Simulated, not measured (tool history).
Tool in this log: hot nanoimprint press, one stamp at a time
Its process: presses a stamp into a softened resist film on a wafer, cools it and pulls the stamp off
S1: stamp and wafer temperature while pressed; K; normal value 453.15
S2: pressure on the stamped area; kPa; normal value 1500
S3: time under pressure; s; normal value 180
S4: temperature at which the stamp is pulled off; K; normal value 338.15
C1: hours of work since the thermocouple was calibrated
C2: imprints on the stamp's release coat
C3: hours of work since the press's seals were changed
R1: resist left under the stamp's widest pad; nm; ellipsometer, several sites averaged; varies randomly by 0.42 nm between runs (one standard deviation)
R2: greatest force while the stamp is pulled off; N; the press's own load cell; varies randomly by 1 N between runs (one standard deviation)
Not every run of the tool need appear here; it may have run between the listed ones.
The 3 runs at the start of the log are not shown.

run   hour      S1    S2   S3      S4  C1    C2   C3     R1   R2
  4   30.3  453.15  1500  180  338.15  21  1152  124  121.5  174
  5   40.2  453.15  1500  180  338.15  25  1169  128  121.5  175
  6   56.3  453.15  1500  180  345.15  32  1196  135  122.5  152
  7   64.1  453.15  1500  180  345.15  35  1209  138  121.7  149
  8   74.2  453.15  1500  180  345.15  39  1226  142  121.7  150
  9   88.3  453.15  1500  180  345.15  45  1249  148  121.6  152
 10  101.9  464.15  1500  180  338.15  50  1272  153   77.1  176
 11  120.3  453.15  1500  180  327.15  58  1303  161  122.2  210
     137.9  -- stamp cleaned and given a new release coat
 12  143.6  453.15  1500  180  327.15  65    10  168  121.7  209
 13  160.9  453.15  1500  186  338.15  72    39  175  120.4  172
 14  170.3  453.15  1500  186  338.15  76    55  179  120.2  173
 15  180.9  453.15  1500  186  338.15  80    72  183  120.9  171

Estimate the outcome of run 16 from the log above:
 16  191.5  453.15  1500  180  324.15  84  90  188   ?   ?

{"run 16": {"R1": 121.9, "R2": 221}}
The same run, on a tool lacking any hidden state, would have yielded R1 120.4 nm, R2 221 N.

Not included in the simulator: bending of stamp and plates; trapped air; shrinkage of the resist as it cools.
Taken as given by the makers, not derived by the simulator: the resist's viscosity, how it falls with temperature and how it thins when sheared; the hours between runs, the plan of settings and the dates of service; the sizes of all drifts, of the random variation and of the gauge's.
